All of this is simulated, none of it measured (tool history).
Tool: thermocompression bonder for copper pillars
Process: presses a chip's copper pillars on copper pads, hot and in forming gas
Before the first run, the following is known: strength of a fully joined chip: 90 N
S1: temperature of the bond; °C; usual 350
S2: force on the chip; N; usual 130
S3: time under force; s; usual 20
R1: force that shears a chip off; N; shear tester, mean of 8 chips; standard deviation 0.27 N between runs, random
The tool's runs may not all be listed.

run 1 hour=0 | S1=350 S2=130 S3=20 | R1=32.5
run 2 hour=14.6 | S1=350 S2=116 S3=20 | R1=29.8
run 3 hour=26.3 | S1=350 S2=116 S3=20 | R1=29.7
run 4 hour=36.7 | S1=350 S2=116 S3=20 | R1=29.7
run 5 hour=48.7 | S1=350 S2=116 S3=20 | R1=29.4
run 6 hour=61.7 | S1=350 S2=130 S3=17 | R1=30.5
run 7 hour=71.8 | S1=350 S2=130 S3=20 | R1=32.2
run 8 hour=81.3 | S1=350 S2=130 S3=20 | R1=32
-- hour=90.9 forming gas filter changed
run 9 hour=93.9 | S1=350 S2=130 S3=20 | R1=32.4
run 10 hour=104.5 | S1=350 S2=130 S3=20 | R1=32.3
run 11 hour=115 | S1=350 S2=130 S3=20 | R1=32.3
run 12 hour=122.7 | S1=350 S2=130 S3=20 | R1=32.6
run 13 hour=132.1 | S1=372 S2=129 S3=18 | R1=39.1
run 14 hour=146.7 | S1=372 S2=129 S3=57 | R1=56.5
run 15 hour=158 | S1=340 S2=129 S3=44 | R1=39
run 16 hour=173.4 | S1=347 S2=134 S3=32 | R1=38.5
run 17 hour=182.7 | S1=334 S2=83 S3=43 | R1=26.9
run 18 hour=198.4 | S1=334 S2=105 S3=43 | R1=31.4
run 19 hour=207.7 | S1=334 S2=105 S3=13 | R1=18.7
run 20 hour=219.7 | S1=334 S2=105 S3=13 | R1=19.2
run 21 hour=233 | S1=353 S2=161 S3=19 | R1=37.9

Here are 3 independent what-if runs from the current tool condition. What would each one return?
run A hour=247.7 | S1=331 S2=133 S3=30 | R1=?
run B hour=247.7 | S1=368 S2=161 S3=12 | R1=?
run C hour=247.7 | S1=341 S2=121 S3=31 | R1=?

run=A R1=31.6
run=B R1=36.8
run=C R1=33.3
Without the tool's unlogged condition, the same runs would have read:
run=A R1=31.7
run=B R1=36.8
run=C R1=33.4
